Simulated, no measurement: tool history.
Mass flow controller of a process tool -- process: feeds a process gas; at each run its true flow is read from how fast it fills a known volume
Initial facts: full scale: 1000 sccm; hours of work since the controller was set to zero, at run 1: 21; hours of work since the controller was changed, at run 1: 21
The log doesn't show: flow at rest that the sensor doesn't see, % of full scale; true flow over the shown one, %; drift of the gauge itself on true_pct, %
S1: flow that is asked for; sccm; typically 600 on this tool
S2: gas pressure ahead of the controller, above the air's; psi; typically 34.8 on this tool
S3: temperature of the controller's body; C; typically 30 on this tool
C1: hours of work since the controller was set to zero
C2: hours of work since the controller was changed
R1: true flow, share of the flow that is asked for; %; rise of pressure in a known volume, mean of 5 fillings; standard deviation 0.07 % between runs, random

{"run": 1, "day": 0.0, "S1": 600, "S2": 34.8, "S3": 30, "C1": 21, "C2": 21, "R1": 98.81}
{"run": 2, "day": 4.7, "S1": 600, "S2": 34.8, "S3": 30, "C1": 90, "C2": 90, "R1": 98.81}
{"run": 3, "day": 13.946, "S1": 600, "S2": 38.4, "S3": 30, "C1": 227, "C2": 227, "R1": 98.95}
{"run": 4, "day": 21.121, "S1": 600, "S2": 38.4, "S3": 30, "C1": 334, "C2": 334, "R1": 98.91}
{"run": 5, "day": 29.079, "S1": 600, "S2": 38.4, "S3": 30, "C1": 452, "C2": 452, "R1": 98.74}
{"run": 6, "day": 38.0, "S1": 600, "S2": 38.4, "S3": 30, "C1": 584, "C2": 584, "R1": 98.77}
{"run": 7, "day": 44.017, "S1": 600, "S2": 38.4, "S3": 30, "C1": 673, "C2": 673, "R1": 98.67}
{"run": 8, "day": 48.296, "S1": 600, "S2": 38.4, "S3": 30, "C1": 737, "C2": 737, "R1": 98.74}
{"day": 49.162, "done": "controller's zero set anew"}
{"run": 9, "day": 52.733, "S1": 600, "S2": 38.4, "S3": 30, "C1": 53, "C2": 802, "R1": 98.67}
{"run": 10, "day": 59.342, "S1": 600, "S2": 38.4, "S3": 30, "C1": 151, "C2": 900, "R1": 98.51}
{"run": 11, "day": 63.717, "S1": 600, "S2": 33.2, "S3": 28, "C1": 216, "C2": 965, "R1": 98.4}
{"run": 12, "day": 70.958, "S1": 134, "S2": 22.3, "S3": 25, "C1": 323, "C2": 1072, "R1": 96.18}
{"run": 13, "day": 77.342, "S1": 134, "S2": 22.3, "S3": 25, "C1": 418, "C2": 1167, "R1": 96.04}
{"run": 14, "day": 86.571, "S1": 577, "S2": 34.8, "S3": 30, "C1": 554, "C2": 1303, "R1": 98.13}
{"run": 15, "day": 95.912, "S1": 577, "S2": 34.8, "S3": 30, "C1": 693, "C2": 1442, "R1": 98.07}
{"day": 104.075, "done": "controller's zero set anew, once more"}
{"run": 16, "day": 104.075, "S1": 339, "S2": 27, "S3": 30, "C1": 0, "C2": 1563, "R1": 97.08}
{"run": 17, "day": 113.171, "S1": 339, "S2": 27, "S3": 30, "C1": 135, "C2": 1697, "R1": 97.32}
{"run": 18, "day": 118.208, "S1": 244, "S2": 28.7, "S3": 40, "C1": 209, "C2": 1772, "R1": 95.99}
{"run": 19, "day": 123.125, "S1": 600, "S2": 36.7, "S3": 30, "C1": 282, "C2": 1845, "R1": 98.31}

Predict each of these 5 candidate next runs independently; none follows another, all start after run 19:
{"run": "A", "day": 128.879, "S1": 129, "S2": 31, "S3": 20, "C1": 368, "C2": 1930, "R1": "?"}
{"run": "B", "day": 128.879, "S1": 600, "S2": 21, "S3": 29, "C1": 368, "C2": 1930, "R1": "?"}
{"run": "C", "day": 128.879, "S1": 600, "S2": 36.7, "S3": 23, "C1": 368, "C2": 1930, "R1": "?"}
{"run": "D", "day": 128.879, "S1": 600, "S2": 23.9, "S3": 26, "C1": 368, "C2": 1930, "R1": "?"}
{"run": "E", "day": 128.879, "S1": 966, "S2": 36.7, "S3": 34, "C1": 368, "C2": 1930, "R1": "?"}

run=A R1=97.24
run=B R1=97.5
run=C R1=98.92
run=D R1=98.05
run=E R1=98.88
Without the tool's unlogged condition, the same runs would have read:
run=A R1=98.33
run=B R1=98.2
run=C R1=99.62
run=D R1=98.75
run=E R1=99.54
